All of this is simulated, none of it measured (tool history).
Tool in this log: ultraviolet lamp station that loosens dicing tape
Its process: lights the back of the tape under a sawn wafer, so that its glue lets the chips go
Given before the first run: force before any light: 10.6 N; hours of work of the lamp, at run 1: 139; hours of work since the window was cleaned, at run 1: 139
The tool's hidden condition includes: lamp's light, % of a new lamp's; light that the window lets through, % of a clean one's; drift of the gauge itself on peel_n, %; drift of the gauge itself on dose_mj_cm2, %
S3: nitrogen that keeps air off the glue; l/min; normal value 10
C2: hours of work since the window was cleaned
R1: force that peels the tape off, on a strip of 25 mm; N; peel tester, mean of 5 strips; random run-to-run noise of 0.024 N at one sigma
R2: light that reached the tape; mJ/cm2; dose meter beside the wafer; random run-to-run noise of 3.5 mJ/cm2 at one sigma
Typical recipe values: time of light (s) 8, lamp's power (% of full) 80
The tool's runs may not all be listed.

run 1 hour=0 | time_of_light_(s)=8 lamp's_power_(%_of_full)=80 S3=10 | hours_of_work_of_the_lamp=139 C2=139 | R1=1.396 R2=528
run 2 hour=16.4 | time_of_light_(s)=8 lamp's_power_(%_of_full)=80 S3=10 | hours_of_work_of_the_lamp=146 C2=146 | R1=1.361 R2=516
run 3 hour=35.1 | time_of_light_(s)=8 lamp's_power_(%_of_full)=80 S3=10 | hours_of_work_of_the_lamp=153 C2=153 | R1=1.369 R2=517
run 4 hour=55 | time_of_light_(s)=8 lamp's_power_(%_of_full)=80 S3=10 | hours_of_work_of_the_lamp=161 C2=161 | R1=1.389 R2=517
run 5 hour=79.6 | time_of_light_(s)=8 lamp's_power_(%_of_full)=80 S3=10 | hours_of_work_of_the_lamp=171 C2=171 | R1=1.411 R2=510
run 6 hour=112.3 | time_of_light_(s)=8 lamp's_power_(%_of_full)=80 S3=10 | hours_of_work_of_the_lamp=184 C2=184 | R1=1.406 R2=513
run 7 hour=149 | time_of_light_(s)=10 lamp's_power_(%_of_full)=80 S3=10 | hours_of_work_of_the_lamp=199 C2=199 | R1=0.906 R2=631
run 8 hour=183.7 | time_of_light_(s)=10 lamp's_power_(%_of_full)=80 S3=10 | hours_of_work_of_the_lamp=213 C2=213 | R1=0.949 R2=630
-- hour=194.7 window cleaned of glue's vapour
run 9 hour=208.8 | time_of_light_(s)=8 lamp's_power_(%_of_full)=80 S3=10 | hours_of_work_of_the_lamp=223 C2=6 | R1=1.309 R2=540
run 10 hour=237.1 | time_of_light_(s)=8 lamp's_power_(%_of_full)=80 S3=10 | hours_of_work_of_the_lamp=234 C2=17 | R1=1.288 R2=540
run 11 hour=258.5 | time_of_light_(s)=8 lamp's_power_(%_of_full)=80 S3=10 | hours_of_work_of_the_lamp=243 C2=26 | R1=1.316 R2=535
run 12 hour=292.2 | time_of_light_(s)=8 lamp's_power_(%_of_full)=99 S3=10 | hours_of_work_of_the_lamp=256 C2=39 | R1=0.861 R2=659
run 13 hour=327 | time_of_light_(s)=8 lamp's_power_(%_of_full)=99 S3=6 | hours_of_work_of_the_lamp=270 C2=53 | R1=1.384 R2=653
run 14 hour=358.8 | time_of_light_(s)=8 lamp's_power_(%_of_full)=99 S3=6 | hours_of_work_of_the_lamp=283 C2=66 | R1=1.329 R2=646
run 15 hour=396.4 | time_of_light_(s)=8 lamp's_power_(%_of_full)=99 S3=6 | hours_of_work_of_the_lamp=298 C2=81 | R1=1.359 R2=644
run 16 hour=421 | time_of_light_(s)=8 lamp's_power_(%_of_full)=80 S3=10 | hours_of_work_of_the_lamp=308 C2=91 | R1=1.382 R2=515
run 17 hour=451.3 | time_of_light_(s)=8 lamp's_power_(%_of_full)=80 S3=10 | hours_of_work_of_the_lamp=320 C2=103 | R1=1.451 R2=515
run 18 hour=483.8 | time_of_light_(s)=8 lamp's_power_(%_of_full)=80 S3=10 | hours_of_work_of_the_lamp=333 C2=116 | R1=1.406 R2=514
run 19 hour=500 | time_of_light_(s)=8 lamp's_power_(%_of_full)=80 S3=10 | hours_of_work_of_the_lamp=340 C2=123 | R1=1.431 R2=511
run 20 hour=535.5 | time_of_light_(s)=8 lamp's_power_(%_of_full)=74 S3=7 | hours_of_work_of_the_lamp=354 C2=137 | R1=2.06 R2=468
run 21 hour=563.4 | time_of_light_(s)=15 lamp's_power_(%_of_full)=94 S3=9 | hours_of_work_of_the_lamp=365 C2=148 | R1=0.331 R2=1117
run 22 hour=581.5 | time_of_light_(s)=5 lamp's_power_(%_of_full)=90 S3=10 | hours_of_work_of_the_lamp=373 C2=155 | R1=2.548 R2=355

What will run 23 give?
run 23 hour=605.6 | time_of_light_(s)=8 lamp's_power_(%_of_full)=87 S3=9 | hours_of_work_of_the_lamp=382 C2=165 | R1=? R2=?

{"run 23": {"R1": 1.37, "R2": 544}}
On a tool with no hidden condition, and with the same random variation, this run would have come out at R1 1.091 N, R2 612 mJ/cm2.
